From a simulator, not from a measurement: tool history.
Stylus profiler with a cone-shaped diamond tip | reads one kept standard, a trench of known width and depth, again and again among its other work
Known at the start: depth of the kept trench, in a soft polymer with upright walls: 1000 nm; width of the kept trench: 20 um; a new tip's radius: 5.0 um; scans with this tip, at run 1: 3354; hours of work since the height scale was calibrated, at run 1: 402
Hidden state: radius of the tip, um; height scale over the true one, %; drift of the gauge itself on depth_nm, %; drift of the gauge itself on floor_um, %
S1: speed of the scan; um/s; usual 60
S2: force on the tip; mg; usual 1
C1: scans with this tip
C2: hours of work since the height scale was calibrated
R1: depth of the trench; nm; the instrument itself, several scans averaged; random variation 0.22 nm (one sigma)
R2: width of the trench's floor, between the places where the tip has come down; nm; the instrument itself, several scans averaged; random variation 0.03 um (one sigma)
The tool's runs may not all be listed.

run   hour   S1    S2    C1    C2       R1     R2
  1      0   60     1  3354   402  1004.37  11870
  2   62.5   60     1  3721   446  1004.13  11660
  3  121.5   60     1  4067   488  1004.66  11580
  4  151.5   60     1  4244   509   1004.8  11440
  5    181   60     1  4417   529  1004.43  11420
  6  243.5   60     1  4784   573  1005.04  11200
  7  291.6   60     1  5066   607  1004.63  11090
  8  359.6   60     1  5465   655  1005.12  10920
  9  398.4   60     1  5692   682   1005.5  10850
 10  438.6   60     1  5929   711  1004.69  10680
 11  485.3   60  2.19  6203   743  1008.46  10800
 12  533.6   60  2.19  6486   777  1008.49  10720
 13  592.4   60  2.19  6831   819  1009.06  10550
 14  634.1   33  0.77  7076   848     1005  10540
 15  693.8   33  0.77  7427   890   1004.7  10420
 16  727.2   20  1.05  7623   914  1005.76  10500
 17  759.1  213  0.44  7810   936  1004.17   7790
 18  809.8  213  0.44  8107   972  1003.88   7660
 19  849.3  221  0.35  8339  1000  1003.54   7100
     908.5  -- new tip fitted, height scale calibrated
 20  908.5   79  0.57     0     0  1003.63  13080
 21  940.7   34  2.16   189    23  1008.33  13650
 22  972.5   29     1   376    45  1005.14  13520

4 ways to go on from here, each from the tool as it stands after run 22. What would each give?
  A  1037   26     1  754  90   ?   ?
  B  1037   19     1  754  90   ?   ?
  C  1037   60  0.45  754  90   ?   ?
  D  1037  138  1.47  754  90   ?   ?

run       R1     R2
  A  1005.11  13330
  B  1004.93  13360
  C  1002.67  12740
  D  1006.63  12600
Without the tool's hidden state the same runs would have given:
run       R1     R2
  A  1004.41  13780
  B  1004.23  13800
  C  1001.97  13190
  D  1005.93  13050
